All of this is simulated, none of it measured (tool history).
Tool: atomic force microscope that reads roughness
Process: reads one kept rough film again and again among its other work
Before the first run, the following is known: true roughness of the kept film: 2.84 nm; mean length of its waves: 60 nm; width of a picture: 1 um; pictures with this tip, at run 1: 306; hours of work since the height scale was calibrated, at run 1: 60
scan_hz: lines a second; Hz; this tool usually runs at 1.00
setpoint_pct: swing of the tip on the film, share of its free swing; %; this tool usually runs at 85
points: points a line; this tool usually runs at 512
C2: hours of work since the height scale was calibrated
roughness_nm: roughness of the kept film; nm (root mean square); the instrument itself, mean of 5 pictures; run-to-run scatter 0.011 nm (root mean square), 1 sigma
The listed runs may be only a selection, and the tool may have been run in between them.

Run 1, hour 0.0: usual settings; pictures with this tip 306; C2 60. Result: roughness_nm 2.351 nm (root mean square).
At hour 2.6: new tip fitted.
Run 2, hour 13.1: usual settings; pictures with this tip 24; C2 69. Result: roughness_nm 2.513 nm (root mean square).
Run 3, hour 18.8: usual settings; pictures with this tip 37; C2 73. Result: roughness_nm 2.506 nm (root mean square).
Run 4, hour 27.7: usual settings; pictures with this tip 57; C2 79. Result: roughness_nm 2.500 nm (root mean square).
Run 5, hour 34.1: usual settings; pictures with this tip 72; C2 84. Result: roughness_nm 2.472 nm (root mean square).
Run 6, hour 40.3: usual settings; pictures with this tip 86; C2 88. Result: roughness_nm 2.475 nm (root mean square).
Run 7, hour 52.9: usual settings; pictures with this tip 114; C2 97. Result: roughness_nm 2.456 nm (root mean square).
Run 8, hour 61.3: usual settings; pictures with this tip 134; C2 103. Result: roughness_nm 2.441 nm (root mean square).
Run 9, hour 68.5: usual settings; pictures with this tip 150; C2 108. Result: roughness_nm 2.467 nm (root mean square).
Run 10, hour 79.0: usual settings but setpoint_pct 71 %; pictures with this tip 174; C2 116. Result: roughness_nm 2.561 nm (root mean square).
Run 11, hour 84.2: usual settings but setpoint_pct 64 %; pictures with this tip 185; C2 119. Result: roughness_nm 2.601 nm (root mean square).
Run 12, hour 89.6: usual settings; pictures with this tip 198; C2 123. Result: roughness_nm 2.437 nm (root mean square).
Run 13, hour 96.5: usual settings; pictures with this tip 213; C2 128. Result: roughness_nm 2.410 nm (root mean square).
At hour 98.2: height scale calibrated on a step standard.
Run 14, hour 105.5: usual settings but points 454; pictures with this tip 232; C2 5. Result: roughness_nm 2.413 nm (root mean square).
Run 15, hour 112.3: usual settings but points 454; pictures with this tip 247; C2 10. Result: roughness_nm 2.423 nm (root mean square).
Run 16, hour 124.6: usual settings but points 454; pictures with this tip 275; C2 19. Result: roughness_nm 2.404 nm (root mean square).
At hour 127.6: height scale calibrated on a step standard, once more.
Run 17, hour 135.6: usual settings; pictures with this tip 298; C2 6. Result: roughness_nm 2.381 nm (root mean square).
At hour 140.9: new tip fitted.
Run 18, hour 142.5: usual settings but scan_hz 1.12 Hz; pictures with this tip 3; C2 10. Result: roughness_nm 2.485 nm (root mean square).
Run 19, hour 153.4: usual settings but scan_hz 1.12 Hz; pictures with this tip 28; C2 18. Result: roughness_nm 2.469 nm (root mean square).
Run 20, hour 161.4: usual settings but scan_hz 1.12 Hz; pictures with this tip 46; C2 24. Result: roughness_nm 2.454 nm (root mean square).
Run 21, hour 173.6: usual settings but scan_hz 1.12 Hz; pictures with this tip 74; C2 32. Result: roughness_nm 2.463 nm (root mean square).
Run 22, hour 180.7: usual settings but scan_hz 0.52 Hz; pictures with this tip 90; C2 37. Result: roughness_nm 2.579 nm (root mean square).
Run 23, hour 189.2: usual settings but scan_hz 0.52 Hz; pictures with this tip 109; C2 44. Result: roughness_nm 2.574 nm (root mean square).
Run 24, hour 199.4: usual settings but scan_hz 0.52 Hz; pictures with this tip 132; C2 51. Result: roughness_nm 2.573 nm (root mean square).
Run 25, hour 210.8: usual settings but scan_hz 0.52 Hz, setpoint_pct 62 %; pictures with this tip 158; C2 59. Result: roughness_nm 2.649 nm (root mean square).
Run 26, hour 223.2: usual settings but scan_hz 1.78 Hz, setpoint_pct 89 %, points 482; pictures with this tip 187; C2 68. Result: roughness_nm 2.211 nm (root mean square).
Run 27, hour 228.7: usual settings but scan_hz 0.79 Hz; pictures with this tip 199; C2 72. Result: roughness_nm 2.456 nm (root mean square).
Run 28, hour 234.9: usual settings but points 386; pictures with this tip 213; C2 76. Result: roughness_nm 2.420 nm (root mean square).
Run 29, hour 244.3: usual settings but scan_hz 1.34 Hz, points 697; pictures with this tip 234; C2 83. Result: roughness_nm 2.329 nm (root mean square).
Run 30, hour 254.9: usual settings but scan_hz 0.71 Hz, setpoint_pct 66 %; pictures with this tip 258; C2 90. Result: roughness_nm 2.582 nm (root mean square).
Run 31, hour 260.3: usual settings but scan_hz 0.81 Hz, setpoint_pct 68 %; pictures with this tip 271; C2 94. Result: roughness_nm 2.555 nm (root mean square).
Run 32, hour 272.1: usual settings but scan_hz 3.19 Hz, points 976; pictures with this tip 298; C2 103. Result: roughness_nm 1.992 nm (root mean square).
At hour 278.1: new tip fitted.
Run 33, hour 278.1: usual settings but scan_hz 0.74 Hz, setpoint_pct 79 %, points 978; pictures with this tip 0; C2 106. Result: roughness_nm 2.647 nm (root mean square).
Run 34, hour 285.5: usual settings but scan_hz 1.87 Hz; pictures with this tip 17; C2 112. Result: roughness_nm 2.325 nm (root mean square).
Run 35, hour 294.1: usual settings but scan_hz 1.87 Hz; pictures with this tip 36; C2 118. Result: roughness_nm 2.327 nm (root mean square).
Run 36, hour 305.8: usual settings but scan_hz 2.79 Hz, setpoint_pct 75 %; pictures with this tip 63; C2 126. Result: roughness_nm 2.358 nm (root mean square).
Run 37, hour 317.9: usual settings but scan_hz 0.83 Hz, points 326; pictures with this tip 90; C2 135. Result: roughness_nm 2.519 nm (root mean square).
Run 38, hour 330.1: usual settings but scan_hz 2.39 Hz; pictures with this tip 118; C2 144. Result: roughness_nm 2.206 nm (root mean square).
Run 39, hour 336.3: usual settings but setpoint_pct 59 %, points 572; pictures with this tip 132; C2 148. Result: roughness_nm 2.643 nm (root mean square).
Run 40, hour 345.2: usual settings but setpoint_pct 61 %, points 329; pictures with this tip 152; C2 154. Result: roughness_nm 2.614 nm (root mean square).
Run 41, hour 353.5: usual settings but setpoint_pct 55 %, points 544; pictures with this tip 171; C2 160. Result: roughness_nm 2.637 nm (root mean square).
Run 42, hour 364.1: usual settings but scan_hz 1.58 Hz, setpoint_pct 56 %; pictures with this tip 195; C2 168. Result: roughness_nm 2.615 nm (root mean square).
Run 43, hour 369.3: usual settings but scan_hz 3.35 Hz; pictures with this tip 207; C2 171. Result: roughness_nm 1.995 nm (root mean square).
Run 44, hour 376.7: usual settings but scan_hz 3.60 Hz, setpoint_pct 72 %; pictures with this tip 224; C2 177. Result: roughness_nm 2.244 nm (root mean square).
Run 45, hour 388.0: usual settings but scan_hz 3.90 Hz, setpoint_pct 56 %, points 265; pictures with this tip 249; C2 185. Result: roughness_nm 2.465 nm (root mean square).
Run 46, hour 396.1: usual settings but scan_hz 3.90 Hz, setpoint_pct 56 %, points 265; pictures with this tip 268; C2 191. Result: roughness_nm 2.452 nm (root mean square).
Run 47, hour 402.0: usual settings but scan_hz 3.90 Hz, setpoint_pct 56 %, points 264; pictures with this tip 281; C2 195. Result: roughness_nm 2.459 nm (root mean square).
At hour 414.6: new tip fitted.
Run 48, hour 415.2: usual settings but scan_hz 0.82 Hz, setpoint_pct 82 %, points 887; pictures with this tip 1; C2 204. Result: roughness_nm 2.588 nm (root mean square).

For each entry between runs, how does the tool's hidden state at the last listed run before it compare with that at the first listed run after it?
After run 1, before run 2: new tip fitted (hour 2.6)
  radius of the tip, nm: 29.8 -> 8.6; height scale over the true one, %: 0.14 -> 0.15
  measured less the result without the state, roughness_nm: -0.161 -> -0.009 nm (root mean square)
After run 13, before run 14: height scale calibrated on a step standard (hour 98.2)
  radius of the tip, nm: 21.3 -> 22.6; height scale over the true one, %: 0.21 -> 0.31
  measured less the result without the state, roughness_nm: -0.100 -> -0.107 nm (root mean square)
After run 16, before run 17: height scale calibrated on a step standard, once more (hour 127.6)
  radius of the tip, nm: 25.5 -> 27.1; height scale over the true one, %: 0.32 -> 0.06
  measured less the result without the state, roughness_nm: -0.127 -> -0.144 nm (root mean square)
After run 17, before run 18: new tip fitted (hour 140.9)
  radius of the tip, nm: 27.1 -> 7.4
  measured less the result without the state, roughness_nm: -0.144 -> -0.001 nm (root mean square)
After run 32, before run 33: new tip fitted (hour 278.1)
  radius of the tip, nm: 27.1 -> 7.1
  measured less the result without the state, roughness_nm: -0.119 -> +0.004 nm (root mean square)
After run 47, before run 48: new tip fitted (hour 414.6)
  radius of the tip, nm: 25.8 -> 7.8; height scale over the true one, %: 0.27 -> 0.28
  measured less the result without the state, roughness_nm: -0.134 -> +0.000 nm (root mean square)
